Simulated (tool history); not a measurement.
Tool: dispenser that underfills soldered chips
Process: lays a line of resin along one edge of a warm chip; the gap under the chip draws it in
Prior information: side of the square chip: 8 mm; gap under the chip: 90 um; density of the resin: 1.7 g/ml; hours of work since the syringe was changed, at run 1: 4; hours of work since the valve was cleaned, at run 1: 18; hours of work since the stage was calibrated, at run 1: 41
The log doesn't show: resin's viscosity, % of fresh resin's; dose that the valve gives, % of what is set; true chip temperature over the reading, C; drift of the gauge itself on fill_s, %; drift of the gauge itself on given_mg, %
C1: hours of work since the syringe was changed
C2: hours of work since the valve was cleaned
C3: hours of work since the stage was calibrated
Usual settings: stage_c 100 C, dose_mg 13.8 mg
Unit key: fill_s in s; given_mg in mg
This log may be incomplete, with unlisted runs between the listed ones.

run 1 hour=0.0 | stage_c=100 dose_mg=13.8 | C1=4 C2=18 C3=41 | fill_s=35.0 given_mg=13.48
run 2 hour=3.4 | stage_c=100 dose_mg=13.8 | C1=7 C2=20 C3=44 | fill_s=41.3 given_mg=13.47
-- hour=5.3 new syringe of resin
run 3 hour=9.7 | stage_c=100 dose_mg=13.8 | C1=3 C2=24 C3=48 | fill_s=34.7 given_mg=13.51
run 4 hour=15.3 | stage_c=100 dose_mg=13.8 | C1=7 C2=28 C3=52 | fill_s=43.9 given_mg=13.41
-- hour=16.3 new syringe of resin
run 5 hour=21.6 | stage_c=100 dose_mg=13.8 | C1=4 C2=33 C3=57 | fill_s=35.4 given_mg=13.43
run 6 hour=24.8 | stage_c=100 dose_mg=13.8 | C1=6 C2=35 C3=59 | fill_s=41.2 given_mg=13.37
-- hour=27.2 new syringe of resin
run 7 hour=28.5 | stage_c=100 dose_mg=13.6 | C1=1 C2=38 C3=61 | fill_s=30.3 given_mg=13.20
run 8 hour=31.6 | stage_c=100 dose_mg=13.8 | C1=3 C2=40 C3=64 | fill_s=34.0 given_mg=13.29
run 9 hour=36.8 | stage_c=100 dose_mg=13.8 | C1=7 C2=44 C3=68 | fill_s=43.8 given_mg=13.37
-- hour=38.1 new syringe of resin
run 10 hour=41.6 | stage_c=100 dose_mg=13.8 | C1=3 C2=47 C3=71 | fill_s=33.6 given_mg=13.19
run 11 hour=47.7 | stage_c=100 dose_mg=13.8 | C1=7 C2=51 C3=75 | fill_s=44.2 given_mg=13.24
-- hour=49.5 new syringe of resin
-- hour=51.6 dispensing valve cleaned and set on the balance
run 12 hour=54.4 | stage_c=100 dose_mg=15.1 | C1=3 C2=2 C3=79 | fill_s=32.7 given_mg=15.18
run 13 hour=60.0 | stage_c=100 dose_mg=15.1 | C1=7 C2=6 C3=83 | fill_s=42.1 given_mg=15.05
-- hour=61.6 new syringe of resin
run 14 hour=66.9 | stage_c=105 dose_mg=13.4 | C1=4 C2=11 C3=88 | fill_s=30.5 given_mg=13.29
run 15 hour=69.7 | stage_c=105 dose_mg=13.4 | C1=6 C2=13 C3=90 | fill_s=33.6 given_mg=13.25
-- hour=72.9 new syringe of resin
run 16 hour=75.0 | stage_c=100 dose_mg=12.1 | C1=2 C2=17 C3=94 | fill_s=32.0 given_mg=11.95
run 17 hour=78.6 | stage_c=100 dose_mg=12.1 | C1=4 C2=19 C3=96 | fill_s=38.1 given_mg=11.95
-- hour=83.8 new syringe of resin
run 18 hour=84.5 | stage_c=100 dose_mg=12.1 | C1=1 C2=23 C3=101 | fill_s=30.3 given_mg=11.87
run 19 hour=91.2 | stage_c=107 dose_mg=14.3 | C1=5 C2=28 C3=105 | fill_s=30.5 given_mg=13.99
-- hour=94.7 new syringe of resin
run 20 hour=96.4 | stage_c=100 dose_mg=14.3 | C1=1 C2=32 C3=109 | fill_s=31.3 given_mg=13.97
run 21 hour=100.3 | stage_c=100 dose_mg=14.3 | C1=4 C2=35 C3=112 | fill_s=36.5 given_mg=13.96
run 22 hour=104.9 | stage_c=111 dose_mg=12.7 | C1=8 C2=38 C3=115 | fill_s=32.2 given_mg=12.29
-- hour=105.8 new syringe of resin
run 23 hour=108.5 | stage_c=108 dose_mg=17.0 | C1=2 C2=40 C3=118 | fill_s=24.5 given_mg=16.47

For run 24, what comes out?
run 24 hour=112.1 | stage_c=115 dose_mg=13.7 | C1=5 C2=43 C3=120 | fill_s=? given_mg=?

{"run 24": {"fill_s": 22.2, "given_mg": 13.21}}
If the tool had no hidden condition, the same run with the same run-to-run variation would have returned fill_s 16.2 s, given_mg 13.64 mg.
